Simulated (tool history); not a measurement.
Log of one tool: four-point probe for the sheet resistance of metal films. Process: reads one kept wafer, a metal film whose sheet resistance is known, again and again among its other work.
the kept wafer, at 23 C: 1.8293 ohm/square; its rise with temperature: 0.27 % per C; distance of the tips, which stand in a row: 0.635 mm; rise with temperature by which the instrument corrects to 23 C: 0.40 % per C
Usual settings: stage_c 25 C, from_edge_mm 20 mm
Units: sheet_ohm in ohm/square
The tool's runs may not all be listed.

run	hour	stage_c	from_edge_mm	sheet_ohm
1	0.0	25	20	1.824920
2	27.7	25	20	1.825422
3	57.0	25	20	1.824571
4	92.0	25	20	1.825459
5	122.5	25	20	1.825148
6	138.6	25	20	1.826061
7	170.2	25	20	1.825848
# hour 173.8: stage's thermometer calibrated
8	194.7	25	20	1.825989
9	211.5	25	20	1.825719
10	237.8	31	66	1.810522
11	259.2	20	13	1.839485
12	293.9	19	14	1.842159
# hour 307.6: stage's thermometer calibrated, once more
13	312.1	19	14	1.841981
14	337.5	24	4	1.851898
15	371.1	20	10	1.842079

Forecast each of these 5 alternatives for the next run:
A	387.0	31	10	?
B	387.0	21	10	?
C	387.0	33	48	?
D	387.0	32	55	?
E	387.0	20	8	?

run	sheet_ohm
A	1.815300
B	1.839959
C	1.806197
D	1.808254
E	1.843798
Without the tool's hidden state the same runs would have given:
run	sheet_ohm
A	1.814448
B	1.839087
C	1.805351
D	1.807406
E	1.842923

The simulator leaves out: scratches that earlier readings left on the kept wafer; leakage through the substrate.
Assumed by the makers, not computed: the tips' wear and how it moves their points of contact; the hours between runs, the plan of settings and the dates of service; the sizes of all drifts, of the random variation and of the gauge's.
